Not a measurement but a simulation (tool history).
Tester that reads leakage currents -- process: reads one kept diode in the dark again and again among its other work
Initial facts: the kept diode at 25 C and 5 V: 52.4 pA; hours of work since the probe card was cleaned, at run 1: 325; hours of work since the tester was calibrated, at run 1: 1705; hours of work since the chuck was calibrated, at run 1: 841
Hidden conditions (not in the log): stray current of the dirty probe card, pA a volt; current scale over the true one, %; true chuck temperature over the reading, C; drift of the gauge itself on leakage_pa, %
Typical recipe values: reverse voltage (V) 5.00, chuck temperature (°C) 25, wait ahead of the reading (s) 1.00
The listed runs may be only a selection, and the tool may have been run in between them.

run	day	reverse voltage (V)	chuck temperature (°C)	wait ahead of the reading (s)	hours of work since the probe card was cleaned	hours of work since the tester was calibrated	hours of work since the chuck was calibrated	current that the tester gives (pA)
1	0.000	5.00	25	1.00	325	1705	841	63.15
# day 0.871: chuck's temperature calibrated
2	1.346	5.00	25	1.00	342	1723	6	55.74
3	2.408	13.63	25	1.00	357	1737	21	91.21
4	3.662	19.26	25	1.00	374	1754	38	109.37
5	4.912	4.31	25	1.00	391	1771	55	52.50
6	6.204	5.00	58	1.00	409	1789	73	490.30
7	7.083	5.00	25	1.00	421	1801	85	56.43
8	8.408	5.00	25	1.00	439	1819	103	57.07
9	9.446	5.00	25	1.00	453	1834	117	57.28
10	10.629	5.00	25	1.00	469	1850	134	57.54
11	11.262	5.00	25	1.00	478	1859	142	57.17
12	12.071	5.00	25	1.00	489	1870	153	57.52
# day 12.288: probe card cleaned and baked
13	13.292	5.00	25	1.00	14	1885	169	58.44
14	14.762	5.00	24	1.00	34	1905	189	54.52
15	15.525	5.00	25	1.00	44	1915	199	58.44
16	16.158	5.00	25	1.00	53	1924	208	58.63
17	17.071	2.02	25	1.00	66	1936	220	37.69
# day 17.596: probe card cleaned and baked, once more
18	17.896	2.02	25	1.00	4	1946	230	37.03
19	18.746	2.02	25	7.35	16	1958	242	36.37
20	19.871	5.00	25	1.00	31	1973	257	56.25
21	20.775	2.24	31	1.00	44	1986	269	59.99
22	22.217	2.24	31	1.00	63	2005	289	60.27
23	22.888	4.06	31	1.00	73	2014	298	79.72
24	23.875	4.06	31	1.00	86	2028	312	79.45
25	24.596	1.39	48	1.00	96	2038	322	152.75
26	25.521	7.22	22	1.00	109	2051	334	55.41
27	26.929	2.83	24	1.09	128	2070	354	41.06
28	28.112	9.02	20	3.97	144	2086	370	52.01
29	29.129	9.02	20	3.97	158	2100	384	52.39
30	30.317	7.47	50	1.07	174	2116	400	377.02
31	30.921	18.59	22	1.60	183	2125	408	87.44
32	32.088	5.00	21	1.47	199	2141	424	43.61
33	33.533	11.52	22	1.23	218	2160	444	70.67
34	34.971	2.86	51	1.00	238	2180	464	261.36
35	35.712	2.86	51	1.00	248	2190	474	261.20
36	36.442	6.12	48	8.56	258	2200	484	305.78
37	37.392	6.12	48	8.56	271	2213	497	305.70
38	38.096	3.04	20	0.36	281	2223	507	34.61

Hidden state or all else? Some run-to-run changes of current that the tester gives (pA), split into what the settings, what came in and random variation would give without the hidden state, and what is left for the hidden state (with any gauge scatter that isn't in both results):
Run 5 -> 6: reverse voltage (V) 4.31 -> 5.00, chuck temperature (°C) 25 -> 58. current that the tester gives (pA) +437.80: hidden state +5.67, all else +432.13.
Run 6 -> 7: chuck temperature (°C) 58 -> 25. current that the tester gives (pA) -433.87: hidden state -5.07, all else -428.80.
Run 29 -> 30: reverse voltage (V) 9.02 -> 7.47, chuck temperature (°C) 20 -> 50, wait ahead of the reading (s) 3.97 -> 1.07. current that the tester gives (pA) +324.63: hidden state +18.01, all else +306.62.
Run 30 -> 31: reverse voltage (V) 7.47 -> 18.59, chuck temperature (°C) 50 -> 22, wait ahead of the reading (s) 1.07 -> 1.60. current that the tester gives (pA) -289.58: hidden state -14.31, all else -275.27.
Run 37 -> 38: reverse voltage (V) 6.12 -> 3.04, chuck temperature (°C) 48 -> 20, wait ahead of the reading (s) 8.56 -> 0.36. current that the tester gives (pA) -271.09: hidden state -19.30, all else -251.79.
